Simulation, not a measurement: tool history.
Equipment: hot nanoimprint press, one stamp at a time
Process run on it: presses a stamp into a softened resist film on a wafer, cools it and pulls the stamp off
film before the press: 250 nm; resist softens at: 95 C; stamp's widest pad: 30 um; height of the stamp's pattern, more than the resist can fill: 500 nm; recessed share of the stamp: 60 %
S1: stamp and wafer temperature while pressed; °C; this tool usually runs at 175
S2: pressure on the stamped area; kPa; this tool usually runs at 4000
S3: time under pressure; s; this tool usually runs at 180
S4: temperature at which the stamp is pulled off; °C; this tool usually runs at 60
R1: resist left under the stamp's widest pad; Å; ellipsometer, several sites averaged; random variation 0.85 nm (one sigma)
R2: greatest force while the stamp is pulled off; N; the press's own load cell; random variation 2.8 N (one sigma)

Run 1, day 0: usual settings. Result: R1 1375 Å, R2 134 N.
Run 2, day 0.75: usual settings. Result: R1 1372 Å, R2 132 N.
Run 3, day 1.604: usual settings. Result: R1 1374 Å, R2 136 N.
Run 4, day 2.942: usual settings but S2 3850 kPa. Result: R1 1397 Å, R2 138 N.
Run 5, day 3.554: usual settings but S2 3970 kPa. Result: R1 1376 Å, R2 134 N.
At day 4.346: stamp cleaned and given a new release coat.
Run 6, day 4.575: usual settings. Result: R1 1400 Å, R2 137 N.
Run 7, day 5.792: usual settings. Result: R1 1376 Å, R2 127 N.
Run 8, day 6.725: usual settings. Result: R1 1377 Å, R2 139 N.
Run 9, day 7.783: usual settings but S1 179 °C. Result: R1 1247 Å, R2 132 N.
Run 10, day 8.654: usual settings. Result: R1 1375 Å, R2 136 N.
Run 11, day 9.967: usual settings. Result: R1 1375 Å, R2 133 N.
Run 12, day 11.317: usual settings but S2 2920 kPa. Result: R1 1590 Å, R2 133 N.
Run 13, day 12.721: usual settings. Result: R1 1366 Å, R2 137 N.
Run 14, day 13.338: usual settings but S3 148 s. Result: R1 1461 Å, R2 136 N.
Run 15, day 14.55: usual settings. Result: R1 1376 Å, R2 133 N.
Run 16, day 15.571: usual settings but S2 3900 kPa, S4 55 °C. Result: R1 1378 Å, R2 149 N.
At day 16.996: stamp cleaned and given a new release coat.
Run 17, day 17.108: usual settings but S2 5800 kPa. Result: R1 1149 Å, R2 134 N.
Run 18, day 17.979: usual settings but S1 179 °C, S2 2760 kPa, S3 208 s, S4 51 °C. Result: R1 1417 Å, R2 168 N.
Run 19, day 19.346: usual settings but S1 179 °C, S2 2760 kPa, S3 208 s, S4 51 °C. Result: R1 1407 Å, R2 165 N.
Run 20, day 20.217: usual settings but S1 179 °C, S2 5180 kPa, S3 208 s, S4 54 °C. Result: R1 1046 Å, R2 158 N.
Run 21, day 20.892: usual settings but S2 4880 kPa, S3 231 s, S4 52 °C. Result: R1 1148 Å, R2 172 N.
Run 22, day 21.642: usual settings but S2 3490 kPa, S3 351 s, S4 52 °C. Result: R1 1169 Å, R2 172 N.

What will run 23 give?
Run 23, day 23.025: usual settings but S2 3490 kPa, S3 351 s, S4 52 °C. Result: R1 ?, R2 ?.

Run 23 produced R1 1192 Å, R2 167 N.
The same run, on a tool lacking any hidden state, would have yielded R1 1190 Å, R2 165 N.
